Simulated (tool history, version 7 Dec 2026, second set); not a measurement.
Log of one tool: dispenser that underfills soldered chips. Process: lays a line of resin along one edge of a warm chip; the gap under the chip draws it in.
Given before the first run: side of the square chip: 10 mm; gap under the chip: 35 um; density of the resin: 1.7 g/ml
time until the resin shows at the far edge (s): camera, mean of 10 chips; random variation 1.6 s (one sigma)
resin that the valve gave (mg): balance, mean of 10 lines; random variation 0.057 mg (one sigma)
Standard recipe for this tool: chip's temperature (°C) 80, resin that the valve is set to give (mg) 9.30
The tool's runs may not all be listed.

| run | hour | chip's temperature (°C) | resin that the valve is set to give (mg) | time until the resin shows at the far edge (s) | resin that the valve gave (mg) |
|---|---|---|---|---|---|
| 1 | 0.0 | 80 | 9.30 | 226.9 | 8.52 |
|  | 4.6 | new syringe of resin |
| 2 | 11.7 | 69 | 9.30 | 302.2 | 8.37 |
|  | 18.6 | new syringe of resin |
| 3 | 25.1 | 89 | 9.30 | 156.9 | 8.41 |
|  | 32.8 | new syringe of resin |
| 4 | 33.1 | 89 | 9.30 | 126.4 | 8.35 |
|  | 37.5 | dispensing valve cleaned and set on the balance |
| 5 | 45.0 | 89 | 9.30 | 184.5 | 9.27 |
|  | 47.6 | new syringe of resin |
| 6 | 52.7 | 80 | 9.30 | 199.0 | 9.26 |
| 7 | 58.5 | 80 | 9.30 | 244.9 | 9.25 |
|  | 62.1 | new syringe of resin |
| 8 | 65.1 | 80 | 9.30 | 184.1 | 9.14 |
|  | 76.5 | new syringe of resin |
| 9 | 78.3 | 80 | 8.30 | 179.6 | 8.12 |
| 10 | 85.3 | 80 | 9.30 | 233.1 | 8.97 |
|  | 90.3 | new syringe of resin |
| 11 | 97.8 | 80 | 9.30 | 220.4 | 9.01 |
|  | 104.1 | new syringe of resin |
| 12 | 106.7 | 80 | 9.30 | 182.5 | 9.05 |
|  | 117.6 | new syringe of resin |
| 13 | 117.7 | 80 | 9.30 | 171.3 | 8.95 |
| 14 | 124.6 | 77 | 9.30 | 240.7 | 8.88 |
|  | 131.2 | new syringe of resin |
| 15 | 135.7 | 77 | 9.30 | 217.2 | 8.87 |
| 16 | 143.6 | 77 | 9.30 | 287.7 | 8.73 |
|  | 144.9 | new syringe of resin |
| 17 | 156.1 | 75 | 9.30 | 294.9 | 8.62 |
|  | 158.4 | new syringe of resin |
| 18 | 169.9 | 78 | 10.59 | 270.4 | 9.94 |
|  | 172.4 | new syringe of resin |
| 19 | 178.0 | 73 | 11.65 | 261.0 | 10.82 |
|  | 186.0 | new syringe of resin |
| 20 | 190.8 | 80 | 9.06 | 204.1 | 8.32 |
|  | 200.5 | new syringe of resin |
| 21 | 203.1 | 73 | 8.16 | 242.1 | 7.42 |
| 22 | 210.6 | 73 | 8.16 | 326.1 | 7.44 |
|  | 214.5 | new syringe of resin |
| 23 | 220.3 | 74 | 10.97 | 255.9 | 9.89 |
| 24 | 226.6 | 79 | 10.46 | 271.5 | 9.24 |
|  | 228.1 | new syringe of resin |
| 25 | 234.0 | 79 | 8.03 | 231.4 | 7.18 |
|  | 239.7 | dispensing valve cleaned and set on the balance |
|  | 242.9 | new syringe of resin |
| 26 | 243.9 | 89 | 11.74 | 133.6 | 11.71 |
| 27 | 253.1 | 89 | 11.74 | 184.4 | 11.62 |
|  | 257.3 | new syringe of resin |
| 28 | 259.6 | 89 | 11.74 | 134.5 | 11.48 |
|  | 271.2 | new syringe of resin |
| 29 | 273.3 | 67 | 11.45 | 282.5 | 11.19 |
| 30 | 283.4 | 76 | 11.98 | 309.8 | 11.59 |
|  | 285.1 | new syringe of resin |
| 31 | 293.0 | 75 | 10.86 | 266.2 | 10.57 |
|  | 298.6 | new syringe of resin |
| 32 | 305.8 | 77 | 8.04 | 253.2 | 7.80 |
|  | 312.5 | new syringe of resin |
| 33 | 316.3 | 72 | 9.07 | 262.2 | 8.72 |
|  | 325.9 | new syringe of resin |
| 34 | 327.8 | 72 | 9.07 | 247.5 | 8.67 |

The same runs without the tool's hidden state, with the same run-to-run variation:
Unlogged tool condition in this case: resin's viscosity, % of fresh resin's; dose that the valve gives, % of what is set; true chip temperature over the reading, C; drift of the gauge itself on fill_s, %; drift of the gauge itself on given_mg, %.
| run | time until the resin shows at the far edge (s) | resin that the valve gave (mg) |
|---|---|---|
| 1 | 158.9 | 9.31 |
| 2 | 224.2 | 9.22 |
| 3 | 118.3 | 9.33 |
| 4 | 120.8 | 9.31 |
| 5 | 119.1 | 9.32 |
| 6 | 159.1 | 9.35 |
| 7 | 157.4 | 9.37 |
| 8 | 159.7 | 9.29 |
| 9 | 160.6 | 8.31 |
| 10 | 160.7 | 9.21 |
| 11 | 157.4 | 9.31 |
| 12 | 158.7 | 9.39 |
| 13 | 159.8 | 9.34 |
| 14 | 173.0 | 9.30 |
| 15 | 177.6 | 9.35 |
| 16 | 174.6 | 9.25 |
| 17 | 185.1 | 9.19 |
| 18 | 169.6 | 10.66 |
| 19 | 198.4 | 11.66 |
| 20 | 159.3 | 9.04 |
| 21 | 201.9 | 8.11 |
| 22 | 205.4 | 8.17 |
| 23 | 194.2 | 10.92 |
| 24 | 162.5 | 10.27 |
| 25 | 167.9 | 8.00 |
| 26 | 120.9 | 11.73 |
| 27 | 118.2 | 11.70 |
| 28 | 117.5 | 11.60 |
| 29 | 241.1 | 11.39 |
| 30 | 181.4 | 11.86 |
| 31 | 186.2 | 10.88 |
| 32 | 180.5 | 8.08 |
| 33 | 207.7 | 9.09 |
| 34 | 208.9 | 9.10 |

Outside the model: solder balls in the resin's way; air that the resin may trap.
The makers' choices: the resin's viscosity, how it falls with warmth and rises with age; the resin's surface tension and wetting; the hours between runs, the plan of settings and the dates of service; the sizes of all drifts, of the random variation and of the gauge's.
